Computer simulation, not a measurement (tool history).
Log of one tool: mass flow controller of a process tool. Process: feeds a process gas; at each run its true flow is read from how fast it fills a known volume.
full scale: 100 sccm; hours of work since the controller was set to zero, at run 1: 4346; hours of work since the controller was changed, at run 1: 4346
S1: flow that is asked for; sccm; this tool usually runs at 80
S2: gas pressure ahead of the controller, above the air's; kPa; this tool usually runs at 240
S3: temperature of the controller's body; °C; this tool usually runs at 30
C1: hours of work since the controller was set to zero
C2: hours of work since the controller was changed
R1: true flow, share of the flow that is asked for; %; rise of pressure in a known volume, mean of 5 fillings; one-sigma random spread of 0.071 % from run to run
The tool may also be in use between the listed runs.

| run | day | S1 | S2 | S3 | C1 | C2 | R1 |
|---|---|---|---|---|---|---|---|
| 1 | 0 | 80 | 240 | 30 | 4346 | 4346 | 97.45 |
| 2 | 6.504 | 80 | 240 | 30 | 4451 | 4451 | 97.58 |
| 3 | 10.758 | 80 | 240 | 30 | 4520 | 4520 | 97.4 |
| 4 | 14.271 | 80 | 240 | 30 | 4577 | 4577 | 97.51 |
| 5 | 18.288 | 80 | 240 | 30 | 4642 | 4642 | 97.52 |
| 6 | 22.975 | 80 | 240 | 30 | 4718 | 4718 | 97.54 |
| 7 | 27.788 | 80 | 240 | 30 | 4796 | 4796 | 97.52 |
| 8 | 31.4 | 80 | 240 | 30 | 4854 | 4854 | 97.36 |
| 9 | 35.958 | 80 | 240 | 30 | 4928 | 4928 | 97.36 |
| 10 | 39.958 | 80 | 240 | 30 | 4993 | 4993 | 97.28 |
| 11 | 45.754 | 80 | 240 | 27 | 5087 | 5087 | 97.46 |
| 12 | 51.979 | 91 | 240 | 30 | 5188 | 5188 | 97.38 |
| 13 | 55.988 | 80 | 240 | 31 | 5253 | 5253 | 97.2 |
| 14 | 62.45 | 80 | 240 | 31 | 5357 | 5357 | 97.12 |
| 15 | 68.158 | 80 | 240 | 30 | 5450 | 5450 | 97.1 |
| 16 | 74.038 | 80 | 240 | 39 | 5545 | 5545 | 96.68 |
| 17 | 77.954 | 80 | 240 | 30 | 5608 | 5608 | 96.95 |
| 18 | 83.05 | 80 | 178 | 30 | 5691 | 5691 | 96.51 |
| 19 | 86.583 | 80 | 178 | 30 | 5748 | 5748 | 96.69 |
| 20 | 90.675 | 32 | 240 | 30 | 5814 | 5814 | 97.24 |
| 21 | 97.142 | 31 | 251 | 28 | 5919 | 5919 | 97.35 |
| 22 | 101.921 | 31 | 164 | 25 | 5997 | 5997 | 96.74 |
| 23 | 105.512 | 80 | 191 | 30 | 6055 | 6055 | 96.55 |
| 24 | 109.838 | 80 | 191 | 30 | 6125 | 6125 | 96.5 |
|  | 110.271 | controller exchanged for a calibrated one |
| 25 | 112.671 | 80 | 142 | 26 | 39 | 39 | 99.09 |
| 26 | 116.758 | 80 | 142 | 26 | 105 | 105 | 99.09 |
| 27 | 122.375 | 80 | 142 | 26 | 196 | 196 | 99.02 |
| 28 | 125.467 | 80 | 178 | 29 | 246 | 246 | 99.09 |
| 29 | 130.783 | 80 | 237 | 23 | 332 | 332 | 99.83 |
| 30 | 133.579 | 80 | 237 | 23 | 378 | 378 | 99.85 |
| 31 | 139.554 | 80 | 142 | 23 | 474 | 474 | 99 |
| 32 | 142.575 | 55 | 217 | 23 | 523 | 523 | 98.92 |
| 33 | 147.729 | 56 | 245 | 37 | 607 | 607 | 98.34 |
| 34 | 153.771 | 66 | 233 | 26 | 705 | 705 | 99.06 |
| 35 | 158.829 | 20 | 240 | 35 | 787 | 787 | 97.61 |
| 36 | 165.062 | 20 | 240 | 35 | 887 | 887 | 97.77 |

What differs in the tool's unlogged condition from the final listed run ahead of each entry between runs to the first listed run following it?
Between runs 24 and 25: controller exchanged for a calibrated one (day 110.271)
  flow at rest that the sensor doesn't see, % of full scale: 0.875 -> 0.018; true flow over the shown one, %: -3.71 -> 0.1
  measured value less the no-hidden-state value, R1: -2.61 -> +0.12 %

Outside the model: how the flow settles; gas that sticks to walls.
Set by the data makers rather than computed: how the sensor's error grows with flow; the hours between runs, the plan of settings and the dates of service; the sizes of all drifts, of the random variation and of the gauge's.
